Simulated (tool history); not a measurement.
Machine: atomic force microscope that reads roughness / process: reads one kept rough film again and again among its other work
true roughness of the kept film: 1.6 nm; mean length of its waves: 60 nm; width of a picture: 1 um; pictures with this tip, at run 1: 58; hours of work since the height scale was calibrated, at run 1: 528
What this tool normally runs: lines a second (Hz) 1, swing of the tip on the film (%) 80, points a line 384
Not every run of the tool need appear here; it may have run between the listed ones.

run,day,lines a second (Hz),swing of the tip on the film (%),points a line,pictures with this tip,hours of work since the height scale was calibrated,roughness of the kept film (nm (root mean square))
1,0,1,80,384,58,528,1.456
2,1.167,1,80,384,102,542,1.448
3,2.329,1,80,530,145,555,1.443
4,3.058,1,67,384,172,563,1.498
5,4.246,1,80,384,216,577,1.436
6,4.95,1,80,384,242,585,1.429
7,5.983,1,56,384,280,596,1.519
8,7.508,1,80,384,337,614,1.423
# day 8.771: new tip fitted
9,9.054,1,80,384,11,631,1.459
10,10.388,0.84,80,384,60,646,1.468
11,11.175,0.84,80,384,89,655,1.469
12,12.167,0.84,80,384,126,666,1.464
13,12.967,1,80,384,156,675,1.44
14,14.575,1,89,384,216,694,1.379
15,15.475,1,89,384,249,704,1.378
16,16.858,1,89,384,300,719,1.367
17,18.021,1,89,384,344,733,1.362
18,19.021,1,89,384,381,744,1.356
# day 19.162: new tip fitted
19,19.833,1,89,384,25,753,1.4
20,21.117,1,61,384,73,768,1.529
21,22.421,1,80,384,121,782,1.448
22,23.283,1,80,384,153,792,1.444
23,24.925,1,80,773,214,811,1.441
24,25.854,1,80,773,249,821,1.437
25,27.5,0.94,80,773,310,840,1.435
26,28.517,0.94,80,773,348,851,1.429
# day 29.479: new tip fitted
27,29.979,1,80,384,18,868,1.458
28,31.321,0.52,64,433,68,883,1.555
29,32.696,1.13,88,854,119,899,1.376
30,34.35,1.13,88,854,180,917,1.37
31,35.188,1.13,88,1007,212,927,1.367
32,36.696,1.13,87,332,268,944,1.368
33,37.621,1,88,470,302,955,1.379
34,38.854,0.92,67,384,348,969,1.485
# day 39.912: new tip fitted
35,40.458,1.78,87,730,20,986,1.309
36,42.104,1.78,87,730,82,1005,1.301
37,43.475,1.79,84,293,132,1021,1.323
38,44.621,1.79,84,293,175,1034,1.317
39,45.875,0.99,68,857,222,1048,1.499
40,46.554,0.99,68,857,247,1056,1.502
41,47.7,1.98,64,384,289,1069,1.456
42,48.462,1.98,64,384,318,1077,1.454
43,50.046,1.98,64,384,376,1095,1.451
# day 50.217: new tip fitted
44,51.021,1,80,315,30,1106,1.462
45,52.225,1,80,315,75,1120,1.452
46,53.217,2.09,80,384,111,1131,1.338
47,54.658,2.16,84,524,165,1147,1.281
48,56.108,0.59,84,366,219,1164,1.472
49,57.608,0.59,84,366,274,1181,1.469
50,59.108,2.29,84,270,330,1198,1.249
51,60.162,0.63,65,265,369,1210,1.507
# day 60.558: new tip fitted
52,61.654,0.98,85,384,41,1226,1.431
53,62.671,0.98,85,384,79,1238,1.429

Hidden condition of the tool, last listed run before each entry between runs versus first listed run after:
Runs 8 to 9: new tip fitted (day 8.771)
  radius of the tip, nm: 20.7 -> 5.9; height scale over the true one, %: 0.33 -> 0.34
  the result without the hidden state subtracted from the measured one, roughness of the kept film (nm (root mean square)): -0.034 -> +0.003
Runs 18 to 19: new tip fitted (day 19.162)
  radius of the tip, nm: 23.1 -> 6.3; height scale over the true one, %: 0.42 -> 0.43
  the result without the hidden state subtracted from the measured one, roughness of the kept film (nm (root mean square)): -0.036 -> +0.003
Runs 26 to 27: new tip fitted (day 29.479)
  radius of the tip, nm: 21.2 -> 6.4; height scale over the true one, %: 0.5 -> 0.51
  the result without the hidden state subtracted from the measured one, roughness of the kept film (nm (root mean square)): -0.033 -> +0.004
Runs 34 to 35: new tip fitted (day 39.912)
  radius of the tip, nm: 21.3 -> 5.9; height scale over the true one, %: 0.58 -> 0.59
  the result without the hidden state subtracted from the measured one, roughness of the kept film (nm (root mean square)): -0.033 -> +0.006
Runs 43 to 44: new tip fitted (day 50.217)
  radius of the tip, nm: 21.9 -> 6.6; height scale over the true one, %: 0.67 -> 0.68
  the result without the hidden state subtracted from the measured one, roughness of the kept film (nm (root mean square)): -0.032 -> +0.006
Runs 51 to 52: new tip fitted (day 60.558)
  radius of the tip, nm: 22.6 -> 7.2; height scale over the true one, %: 0.75 -> 0.76
  the result without the hidden state subtracted from the measured one, roughness of the kept film (nm (root mean square)): -0.034 -> +0.005
